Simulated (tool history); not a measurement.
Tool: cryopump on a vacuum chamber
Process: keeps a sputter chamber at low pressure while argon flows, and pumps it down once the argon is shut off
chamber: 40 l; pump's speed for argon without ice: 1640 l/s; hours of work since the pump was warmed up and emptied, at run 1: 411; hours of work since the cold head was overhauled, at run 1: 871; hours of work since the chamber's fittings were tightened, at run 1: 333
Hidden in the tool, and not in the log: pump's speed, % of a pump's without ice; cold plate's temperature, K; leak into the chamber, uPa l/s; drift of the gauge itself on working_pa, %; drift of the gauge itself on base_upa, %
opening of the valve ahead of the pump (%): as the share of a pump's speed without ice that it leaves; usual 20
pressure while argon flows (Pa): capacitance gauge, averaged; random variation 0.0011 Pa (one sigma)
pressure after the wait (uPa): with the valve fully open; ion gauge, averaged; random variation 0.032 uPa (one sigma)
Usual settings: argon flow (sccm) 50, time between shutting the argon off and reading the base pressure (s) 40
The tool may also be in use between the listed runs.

run	hour	argon flow (sccm)	time between shutting the argon off and reading the base pressure (s)	opening of the valve ahead of the pump (%)	hours of work since the pump was warmed up and emptied	hours of work since the cold head was overhauled	hours of work since the chamber's fittings were tightened	pressure while argon flows (Pa)	pressure after the wait (uPa)
1	0	50	40	20	411	871	333	0.2744	1.73
2	43.1	50	40	20	432	892	354	0.2764	1.72
3	80.1	50	40	20	450	911	372	0.2755	1.77
# hour 92.2: pump warmed up, emptied and cooled again
4	113.1	50	215	20	10	925	386	0.2583	0.5
5	151.3	50	215	20	29	944	405	0.2616	0.51
6	179.6	50	215	20	43	957	419	0.2586	0.49
7	224.7	50	40	20	65	980	441	0.2619	1.71
8	246.6	50	40	20	76	991	452	0.2594	1.62
9	267.5	50	40	20	87	1001	463	0.2609	1.7
10	306.9	50	40	20	106	1020	482	0.2624	1.74
11	328	68	165	31	117	1031	492	0.2326	0.6
12	354.8	50	75	20	130	1044	506	0.2622	1.03
13	384.2	22	75	58	144	1059	520	0.0408	1
14	428.5	59	56	58	166	1081	542	0.1118	1.33
15	449.5	49	78	52	177	1091	553	0.1038	0.99
16	470.3	49	78	52	187	1101	563	0.1025	1.02
17	498.4	49	51	52	201	1115	577	0.1045	1.4
18	537.5	78	40	43	220	1134	596	0.199	1.69
19	559.9	31	48	26	231	1145	607	0.1276	1.52
20	584.6	36	46	26	243	1158	619	0.1502	1.49

Measured less the same run without the tool's hidden state. The same run-to-run variation is in both; the gauge's scatter may not be:
run	pressure while argon flows (Pa)	pressure after the wait (uPa)
1	+0.017	+0.11
2	+0.0182	+0.11
3	+0.019	+0.11
4	+0.0012	+0.04
5	+0.0017	+0.04
6	+0.0021	+0.04
7	+0.0028	+0.05
8	+0.0032	+0.05
9	+0.0035	+0.05
10	+0.0041	+0.06
11	+0.006	+0.07
12	+0.0049	+0.07
13	+0.0023	+0.07
14	+0.0072	+0.07
15	+0.0063	+0.07
16	+0.0066	+0.08
17	+0.0072	+0.08
18	+0.0125	+0.08
19	+0.0052	+0.09
20	+0.0065	+0.09
